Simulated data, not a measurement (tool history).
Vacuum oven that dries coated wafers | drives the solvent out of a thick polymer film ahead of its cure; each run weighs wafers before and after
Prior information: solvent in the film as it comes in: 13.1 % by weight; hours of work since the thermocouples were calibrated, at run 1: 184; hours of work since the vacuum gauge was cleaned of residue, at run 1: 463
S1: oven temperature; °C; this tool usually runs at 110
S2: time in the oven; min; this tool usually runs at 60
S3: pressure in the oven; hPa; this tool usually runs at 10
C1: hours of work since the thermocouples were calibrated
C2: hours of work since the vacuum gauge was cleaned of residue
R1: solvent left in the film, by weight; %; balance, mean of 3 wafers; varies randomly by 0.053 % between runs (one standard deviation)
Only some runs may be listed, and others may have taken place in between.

{"run": 1, "day": 0.0, "S1": 110, "S2": 60, "S3": 10, "C1": 184, "C2": 463, "R1": 1.84}
{"run": 2, "day": 2.604, "S1": 110, "S2": 60, "S3": 10, "C1": 229, "C2": 507, "R1": 1.95}
{"run": 3, "day": 4.738, "S1": 110, "S2": 60, "S3": 10, "C1": 266, "C2": 544, "R1": 1.77}
{"run": 4, "day": 6.733, "S1": 110, "S2": 60, "S3": 10, "C1": 300, "C2": 578, "R1": 2.01}
{"run": 5, "day": 8.604, "S1": 110, "S2": 60, "S3": 10, "C1": 332, "C2": 610, "R1": 1.92}
{"run": 6, "day": 11.075, "S1": 110, "S2": 60, "S3": 10, "C1": 374, "C2": 652, "R1": 2}
{"run": 7, "day": 12.633, "S1": 110, "S2": 60, "S3": 10, "C1": 401, "C2": 679, "R1": 1.98}
{"run": 8, "day": 15.246, "S1": 110, "S2": 60, "S3": 10, "C1": 446, "C2": 724, "R1": 2.04}
{"run": 9, "day": 16.446, "S1": 110, "S2": 60, "S3": 10, "C1": 466, "C2": 744, "R1": 2.02}
{"run": 10, "day": 17.583, "S1": 110, "S2": 60, "S3": 10, "C1": 486, "C2": 764, "R1": 1.98}
{"run": 11, "day": 19.317, "S1": 110, "S2": 60, "S3": 5.1, "C1": 515, "C2": 794, "R1": 1.82}
{"run": 12, "day": 21.65, "S1": 110, "S2": 60, "S3": 5.1, "C1": 555, "C2": 834, "R1": 1.78}
{"run": 13, "day": 23.592, "S1": 110, "S2": 60, "S3": 5.1, "C1": 589, "C2": 867, "R1": 1.91}
{"run": 14, "day": 25.762, "S1": 110, "S2": 60, "S3": 17.8, "C1": 626, "C2": 904, "R1": 2.44}
{"run": 15, "day": 28.092, "S1": 110, "S2": 60, "S3": 17.8, "C1": 666, "C2": 944, "R1": 2.49}
{"run": 16, "day": 29.242, "S1": 110, "S2": 60, "S3": 10, "C1": 685, "C2": 964, "R1": 2.18}
{"run": 17, "day": 31.05, "S1": 110, "S2": 60, "S3": 10, "C1": 716, "C2": 995, "R1": 2.17}
{"run": 18, "day": 32.771, "S1": 110, "S2": 60, "S3": 10, "C1": 746, "C2": 1024, "R1": 2.16}
{"run": 19, "day": 33.862, "S1": 100, "S2": 90, "S3": 10, "C1": 765, "C2": 1043, "R1": 3.13}
{"run": 20, "day": 35.05, "S1": 111, "S2": 31, "S3": 10.6, "C1": 785, "C2": 1063, "R1": 4.15}
{"run": 21, "day": 37.404, "S1": 111, "S2": 31, "S3": 10.6, "C1": 825, "C2": 1103, "R1": 4.13}
{"run": 22, "day": 39.933, "S1": 113, "S2": 60, "S3": 19.5, "C1": 869, "C2": 1147, "R1": 2.17}
{"run": 23, "day": 41.925, "S1": 113, "S2": 39, "S3": 28, "C1": 903, "C2": 1181, "R1": 3.6}
{"run": 24, "day": 44.288, "S1": 110, "S2": 60, "S3": 21.9, "C1": 943, "C2": 1221, "R1": 2.86}
{"run": 25, "day": 46.888, "S1": 110, "S2": 72, "S3": 17.2, "C1": 988, "C2": 1266, "R1": 2.18}
{"run": 26, "day": 49.129, "S1": 110, "S2": 72, "S3": 14, "C1": 1026, "C2": 1304, "R1": 2.03}
{"run": 27, "day": 50.212, "S1": 110, "S2": 72, "S3": 14, "C1": 1045, "C2": 1323, "R1": 2.07}
{"run": 28, "day": 52.071, "S1": 107, "S2": 72, "S3": 6.1, "C1": 1076, "C2": 1355, "R1": 2.35}
{"run": 29, "day": 53.338, "S1": 107, "S2": 72, "S3": 6.1, "C1": 1098, "C2": 1376, "R1": 2.41}
{"run": 30, "day": 55.092, "S1": 98, "S2": 32, "S3": 11.7, "C1": 1128, "C2": 1406, "R1": 7.5}
{"run": 31, "day": 57.546, "S1": 110, "S2": 60, "S3": 37.6, "C1": 1170, "C2": 1448, "R1": 3.7}
{"run": 32, "day": 58.683, "S1": 110, "S2": 60, "S3": 37.6, "C1": 1190, "C2": 1468, "R1": 3.67}
{"run": 33, "day": 60.533, "S1": 113, "S2": 41, "S3": 6.1, "C1": 1221, "C2": 1500, "R1": 2.85}

What does the tool deliver on the next run?
{"run": 34, "day": 61.971, "S1": 122, "S2": 36, "S3": 11.2, "C1": 1246, "C2": 1524, "R1": "?"}

For run 34 the tool returned R1 1.66 %.
If the tool had no hidden condition, the same run with the same run-to-run variation would have returned R1 1.12 %.

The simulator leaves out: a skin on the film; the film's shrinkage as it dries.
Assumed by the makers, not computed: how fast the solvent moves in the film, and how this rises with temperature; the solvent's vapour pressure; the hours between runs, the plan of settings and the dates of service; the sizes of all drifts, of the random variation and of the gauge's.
